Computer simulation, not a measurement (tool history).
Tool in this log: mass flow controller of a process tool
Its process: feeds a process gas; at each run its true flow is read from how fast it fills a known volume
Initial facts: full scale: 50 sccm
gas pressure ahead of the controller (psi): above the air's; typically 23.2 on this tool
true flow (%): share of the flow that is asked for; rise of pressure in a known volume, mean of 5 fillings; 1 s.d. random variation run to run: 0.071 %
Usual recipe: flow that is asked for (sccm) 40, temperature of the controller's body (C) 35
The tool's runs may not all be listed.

run   hour  flow that is asked for (sccm)  gas pressure ahead of the controller (psi)  temperature of the controller's body (C)  true flow (%)
  1    0.0                             40                                        23.2                                        35          99.67
  2   67.1                             40                                        23.2                                        35          99.90
  3  151.7                             40                                        23.2                                        37          99.87
  4  220.2                             40                                        25.5                                        35          99.79
  5  297.4                             31                                        23.2                                        35          99.30
  6  345.5                             31                                        23.2                                        35          99.20
     352.3  -- controller's zero set anew
  7  392.5                             31                                        23.2                                        35          99.03
  8  471.2                              9                                        23.2                                        35          96.22
  9  550.8                             25                                        28.6                                        22          97.97
     610.4  -- controller's zero set anew, once more
 10  610.4                             29                                        23.2                                        25          99.18
 11  696.3                             29                                        23.2                                        25          99.17
 12  734.0                              6                                        21.6                                        26          97.85
 13  807.5                              6                                        21.6                                        26          97.77
 14  851.8                             40                                        33.4                                        32          99.78

Predict each of these 4 candidate next runs independently; none follows another, all start after run 14:
  A  925.0                             19                                        33.4                                        32              ?
  B  925.0                              5                                        34.1                                        39              ?
  C  925.0                              9                                        22.3                                        32              ?
  D  925.0                              8                                        32.1                                        25              ?

run  true flow (%)
  A          98.44
  B          97.68
  C          98.12
  D          97.64
With no hidden state in the tool, these same runs would have given:
run  true flow (%)
  A          98.29
  B          97.96
  C          98.13
  D          97.70
